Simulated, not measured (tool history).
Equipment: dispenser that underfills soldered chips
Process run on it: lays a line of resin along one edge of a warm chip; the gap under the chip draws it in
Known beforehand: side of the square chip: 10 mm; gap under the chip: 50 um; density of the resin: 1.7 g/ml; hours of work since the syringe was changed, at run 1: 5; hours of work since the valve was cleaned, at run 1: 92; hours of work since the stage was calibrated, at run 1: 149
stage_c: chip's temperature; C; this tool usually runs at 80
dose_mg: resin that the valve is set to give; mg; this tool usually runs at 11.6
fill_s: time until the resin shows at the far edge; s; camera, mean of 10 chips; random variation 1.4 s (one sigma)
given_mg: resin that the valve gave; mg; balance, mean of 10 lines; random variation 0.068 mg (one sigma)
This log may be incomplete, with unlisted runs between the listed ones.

run,hour,stage_c,dose_mg,hours of work since the syringe was changed,hours of work since the valve was cleaned,hours of work since the stage was calibrated,fill_s,given_mg
1,0.0,80,11.6,5,92,149,158.2,10.95
# hour 2.8: new syringe of resin
# hour 11.6: new syringe of resin
2,14.0,80,11.6,2,102,159,139.0,10.99
# hour 21.0: new syringe of resin
3,27.1,80,11.6,4,111,168,156.9,10.73
# hour 30.8: new syringe of resin
# hour 40.1: new syringe of resin
# hour 45.1: dispensing valve cleaned and set on the balance
4,45.1,80,11.6,3,0,179,145.1,11.63
# hour 49.8: new syringe of resin
# hour 59.4: new syringe of resin
5,63.4,80,11.6,3,13,192,143.1,11.45
# hour 69.0: new syringe of resin
6,77.1,80,11.6,6,22,202,165.4,11.51
# hour 79.0: new syringe of resin
# hour 88.3: new syringe of resin
7,93.4,80,11.6,4,33,213,148.5,11.42
# hour 96.8: new syringe of resin
# hour 105.9: new syringe of resin
8,108.1,80,11.8,2,44,223,140.4,11.70
# hour 115.3: new syringe of resin
9,117.9,80,11.6,2,50,230,137.7,11.36
# hour 124.0: new syringe of resin
# hour 133.5: new syringe of resin
10,133.5,80,11.6,0,61,240,132.9,11.16
11,140.9,80,11.6,5,66,246,161.8,11.30
# hour 142.7: new syringe of resin
# hour 152.1: new syringe of resin
12,155.6,80,14.9,2,76,256,139.8,14.39
# hour 161.2: new syringe of resin
# hour 169.8: new syringe of resin
13,172.8,80,14.9,2,88,268,134.5,14.18
# hour 178.9: new syringe of resin
14,180.3,80,14.9,1,93,273,128.9,14.17
# hour 187.5: new syringe of resin
15,194.8,80,14.9,5,103,283,151.9,14.19
# hour 196.2: new syringe of resin
# hour 204.8: new syringe of resin
16,211.0,93,14.9,4,115,294,97.7,13.97
# hour 214.5: new syringe of resin
# hour 223.9: new syringe of resin
# hour 224.9: dispensing valve cleaned and set on the balance
17,229.4,93,14.9,3,3,306,92.8,14.87
# hour 233.5: new syringe of resin
# hour 242.3: new syringe of resin
18,242.3,79,10.4,0,12,315,138.8,10.26
# hour 251.2: new syringe of resin
19,255.3,80,14.6,3,21,324,136.8,14.61
# hour 259.9: new syringe of resin
20,267.8,91,14.2,6,30,333,109.9,13.90
# hour 268.9: new syringe of resin
# hour 277.7: new syringe of resin
21,278.2,89,11.8,0,37,340,96.5,11.52
22,285.6,91,11.8,6,42,345,112.2,11.51
# hour 286.8: new syringe of resin
23,293.9,94,10.0,5,48,351,107.5,9.83
# hour 295.4: new syringe of resin
24,302.6,91,13.2,5,54,357,107.5,12.90
# hour 304.5: new syringe of resin
# hour 313.3: new syringe of resin
25,315.6,93,14.4,2,63,365,87.7,14.04
# hour 322.7: new syringe of resin
26,324.5,93,14.4,1,69,372,87.0,13.91
# hour 331.4: new syringe of resin
27,332.2,88,13.1,1,74,377,100.2,12.60
# hour 340.5: new syringe of resin
# hour 349.1: new syringe of resin
28,350.3,81,13.1,1,87,389,125.2,12.53
# hour 358.3: new syringe of resin
29,362.8,75,13.7,3,95,398,161.6,12.84
# hour 367.5: new syringe of resin
# hour 377.5: new syringe of resin
30,378.0,89,10.0,0,106,408,104.2,9.40
# hour 386.1: new syringe of resin
31,386.1,90,11.4,0,111,414,94.4,10.72
32,393.4,82,14.7,5,116,419,139.6,13.74
# hour 394.8: new syringe of resin
33,401.2,95,11.6,5,122,425,95.6,10.93

Forecast each of these 4 alternatives for the next run:
# hour 404.0: new syringe of resin
# hour 405.0: dispensing valve cleaned and set on the balance
# hour 414.1: new syringe of resin
A,415.5,67,10.2,1,7,434,?,?
# hour 404.0: new syringe of resin
# hour 405.0: dispensing valve cleaned and set on the balance
# hour 414.1: new syringe of resin
B,415.5,67,11.6,1,7,434,?,?
# hour 404.0: new syringe of resin
# hour 405.0: dispensing valve cleaned and set on the balance
# hour 414.1: new syringe of resin
C,415.5,95,14.3,1,7,434,?,?
# hour 404.0: new syringe of resin
# hour 405.0: dispensing valve cleaned and set on the balance
# hour 414.1: new syringe of resin
D,415.5,88,11.6,1,7,434,?,?

run,fill_s,given_mg
A,208.0,10.08
B,198.0,11.54
C,79.8,14.26
D,102.8,11.46
The same runs, with their run-to-run variation unchanged, on a tool lacking any hidden condition would have given:
run,fill_s,given_mg
A,217.2,10.13
B,206.9,11.60
C,82.5,14.32
D,106.5,11.51
